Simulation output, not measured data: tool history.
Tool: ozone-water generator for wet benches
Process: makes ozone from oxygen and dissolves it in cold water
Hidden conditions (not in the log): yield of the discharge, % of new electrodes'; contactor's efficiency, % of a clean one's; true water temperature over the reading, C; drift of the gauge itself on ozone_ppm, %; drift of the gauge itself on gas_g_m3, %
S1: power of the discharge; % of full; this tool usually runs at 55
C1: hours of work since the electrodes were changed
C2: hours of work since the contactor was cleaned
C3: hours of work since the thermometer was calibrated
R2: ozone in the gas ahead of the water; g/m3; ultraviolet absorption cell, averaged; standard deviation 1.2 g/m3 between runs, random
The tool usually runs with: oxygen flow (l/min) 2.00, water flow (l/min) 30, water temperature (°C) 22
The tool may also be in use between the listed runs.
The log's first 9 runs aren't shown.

Run 10, hour 243.2: usual settings; C1 226; C2 718; C3 2026. Result: dissolved ozone (ppm) 7.85, R2 205.9 g/m3.
Run 11, hour 277.9: usual settings; C1 255; C2 747; C3 2055. Result: dissolved ozone (ppm) 8.00, R2 209.1 g/m3.
Run 12, hour 299.5: usual settings but oxygen flow (l/min) 3.29; C1 273; C2 765; C3 2073. Result: dissolved ozone (ppm) 9.03, R2 161.7 g/m3.
Run 13, hour 325.8: usual settings but oxygen flow (l/min) 3.29; C1 294; C2 787; C3 2095. Result: dissolved ozone (ppm) 9.08, R2 162.4 g/m3.
Run 14, hour 361.8: usual settings but oxygen flow (l/min) 3.29; C1 324; C2 817; C3 2125. Result: dissolved ozone (ppm) 9.10, R2 163.4 g/m3.
Run 15, hour 397.6: usual settings but oxygen flow (l/min) 3.29; C1 354; C2 846; C3 2154. Result: dissolved ozone (ppm) 8.97, R2 162.5 g/m3.
Run 16, hour 420.8: usual settings; C1 373; C2 866; C3 2174. Result: dissolved ozone (ppm) 7.77, R2 209.4 g/m3.
Run 17, hour 436.0: usual settings; C1 386; C2 878; C3 2186. Result: dissolved ozone (ppm) 7.96, R2 206.9 g/m3.
Run 18, hour 460.3: usual settings but water flow (l/min) 23; C1 406; C2 899; C3 2206. Result: dissolved ozone (ppm) 10.46, R2 207.7 g/m3.
Run 19, hour 494.9: usual settings but water flow (l/min) 23; C1 435; C2 927; C3 2235. Result: dissolved ozone (ppm) 10.33, R2 207.6 g/m3.
Run 20, hour 530.3: usual settings but S1 87 % of full, oxygen flow (l/min) 1.95, water flow (l/min) 44, water temperature (°C) 25; C1 464; C2 957; C3 2264. Result: dissolved ozone (ppm) 6.61, R2 273.1 g/m3.
Run 21, hour 551.5: usual settings but S1 96 % of full, oxygen flow (l/min) 1.93, water flow (l/min) 33, water temperature (°C) 15; C1 482; C2 974; C3 2282. Result: dissolved ozone (ppm) 10.10, R2 292.6 g/m3.
Run 22, hour 583.4: usual settings but S1 57 % of full, oxygen flow (l/min) 1.50; C1 508; C2 1001; C3 2309. Result: dissolved ozone (ppm) 7.39, R2 245.6 g/m3.
Run 23, hour 600.0: usual settings but S1 53 % of full, water flow (l/min) 21; C1 522; C2 1015; C3 2322. Result: dissolved ozone (ppm) 11.21, R2 203.7 g/m3.
Run 24, hour 622.4: usual settings but S1 68 % of full, oxygen flow (l/min) 1.37, water temperature (°C) 23; C1 541; C2 1033; C3 2341. Result: dissolved ozone (ppm) 7.65, R2 284.1 g/m3.
Run 25, hour 657.9: usual settings but S1 44 % of full, oxygen flow (l/min) 3.13, water flow (l/min) 40, water temperature (°C) 18; C1 570; C2 1063; C3 2370. Result: dissolved ozone (ppm) 5.97, R2 144.1 g/m3.
Run 26, hour 673.3: usual settings but S1 44 % of full, oxygen flow (l/min) 3.13, water flow (l/min) 37, water temperature (°C) 19; C1 583; C2 1075; C3 2383. Result: dissolved ozone (ppm) 6.49, R2 144.6 g/m3.
Run 27, hour 704.3: usual settings but S1 47 % of full, oxygen flow (l/min) 1.15; C1 609; C2 1101; C3 2409. Result: dissolved ozone (ppm) 5.99, R2 251.5 g/m3.
Run 28, hour 723.1: usual settings but S1 47 % of full, oxygen flow (l/min) 1.15; C1 624; C2 1117; C3 2424. Result: dissolved ozone (ppm) 5.98, R2 250.6 g/m3.
Run 29, hour 754.2: usual settings but S1 47 % of full, oxygen flow (l/min) 1.15; C1 650; C2 1142; C3 2450. Result: dissolved ozone (ppm) 5.96, R2 249.8 g/m3.
Run 30, hour 780.4: usual settings but S1 78 % of full, water temperature (°C) 20; C1 672; C2 1164; C3 2472. Result: dissolved ozone (ppm) 9.87, R2 254.3 g/m3.
Run 31, hour 807.5: usual settings but water flow (l/min) 36; C1 694; C2 1187; C3 2494. Result: dissolved ozone (ppm) 6.49, R2 208.4 g/m3.
Run 32, hour 834.1: usual settings but water flow (l/min) 36; C1 716; C2 1209; C3 2517. Result: dissolved ozone (ppm) 6.51, R2 207.7 g/m3.
Run 33, hour 864.3: usual settings but S1 79 % of full, water flow (l/min) 36, water temperature (°C) 19; C1 741; C2 1234; C3 2542. Result: dissolved ozone (ppm) 8.10, R2 257.1 g/m3.
Run 34, hour 890.3: usual settings but S1 60 % of full, oxygen flow (l/min) 2.18, water flow (l/min) 36, water temperature (°C) 19; C1 763; C2 1255; C3 2563. Result: dissolved ozone (ppm) 7.16, R2 209.6 g/m3.

Branching from run 34: 3 alternative next runs. What would each branch give?
Run A, hour 914.4: usual settings but S1 60 % of full, oxygen flow (l/min) 1.76, water flow (l/min) 36, water temperature (°C) 25; C1 783; C2 1275; C3 2583. Result: dissolved ozone (ppm) ?, R2 ?.
Run B, hour 914.4: usual settings but S1 70 % of full, oxygen flow (l/min) 1.50, water flow (l/min) 36, water temperature (°C) 19; C1 783; C2 1275; C3 2583. Result: dissolved ozone (ppm) ?, R2 ?.
Run C, hour 914.4: usual settings but S1 60 % of full, oxygen flow (l/min) 2.18, water temperature (°C) 19; C1 783; C2 1275; C3 2583. Result: dissolved ozone (ppm) ?, R2 ?.

run  dissolved ozone (ppm)     R2
  A                   6.39  233.4
  B                   6.72  276.6
  C                   8.52  209.5
Had the tool no hidden state, the same runs would have come out as:
run  dissolved ozone (ppm)     R2
  A                   6.39  233.4
  B                   6.73  276.6
  C                   8.52  209.5
